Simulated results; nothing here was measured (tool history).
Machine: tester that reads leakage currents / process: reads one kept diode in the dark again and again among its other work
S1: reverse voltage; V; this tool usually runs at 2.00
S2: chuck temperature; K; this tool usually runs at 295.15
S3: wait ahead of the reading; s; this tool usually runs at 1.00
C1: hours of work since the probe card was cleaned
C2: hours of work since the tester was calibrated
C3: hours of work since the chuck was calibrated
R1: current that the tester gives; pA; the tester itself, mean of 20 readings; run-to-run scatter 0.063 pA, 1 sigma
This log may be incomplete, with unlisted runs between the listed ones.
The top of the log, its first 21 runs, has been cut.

Run 22, hour 562.4: usual settings but S2 298.15 K, S3 1.54 s; C1 340; C2 757; C3 402. Result: R1 16.39 pA.
Run 23, hour 599.3: usual settings but S1 13.18 V, S2 311.15 K, S3 9.47 s; C1 368; C2 784; C3 430. Result: R1 136.06 pA.
Run 24, hour 629.1: usual settings but S1 2.72 V, S3 1.36 s; C1 390; C2 807; C3 452. Result: R1 15.47 pA.
Run 25, hour 649.8: usual settings but S3 0.40 s; C1 406; C2 823; C3 468. Result: R1 13.60 pA.
Run 26, hour 664.9: usual settings but S3 0.40 s; C1 417; C2 834; C3 479. Result: R1 13.60 pA.
Run 27, hour 681.0: usual settings but S2 311.15 K, S3 0.33 s; C1 429; C2 846; C3 491. Result: R1 45.64 pA.
Run 28, hour 717.5: usual settings but S1 4.64 V, S2 305.15 K, S3 7.48 s; C1 457; C2 874; C3 519. Result: R1 46.66 pA.
Run 29, hour 740.5: usual settings but S1 1.02 V, S2 332.15 K, S3 0.67 s; C1 474; C2 891; C3 536. Result: R1 130.97 pA.
Run 30, hour 764.1: usual settings but S2 308.15 K; C1 492; C2 909; C3 554. Result: R1 35.98 pA.
Run 31, hour 779.5: usual settings but S2 308.15 K; C1 503; C2 920; C3 566. Result: R1 36.01 pA.
Run 32, hour 806.6: usual settings but S1 1.36 V, S2 323.15 K; C1 524; C2 941; C3 586. Result: R1 84.16 pA.
Run 33, hour 825.7: usual settings but S1 1.09 V, S2 296.15 K, S3 1.08 s; C1 538; C2 955; C3 601. Result: R1 9.74 pA.
Run 34, hour 851.0: usual settings but S1 1.09 V, S2 296.15 K, S3 1.08 s; C1 557; C2 974; C3 620. Result: R1 9.70 pA.
Run 35, hour 878.7: usual settings but S1 4.31 V, S2 307.15 K, S3 2.17 s; C1 578; C2 995; C3 641. Result: R1 52.40 pA.

Run 36 has not been measured yet. What should we expect?
Run 36, hour 902.0: usual settings but S1 4.50 V, S2 297.15 K, S3 2.07 s; C1 596; C2 1013; C3 658. Result: R1 ?.

R1: 24.59 pA
Had the tool carried no hidden state, the very same run would have given R1 24.59 pA.
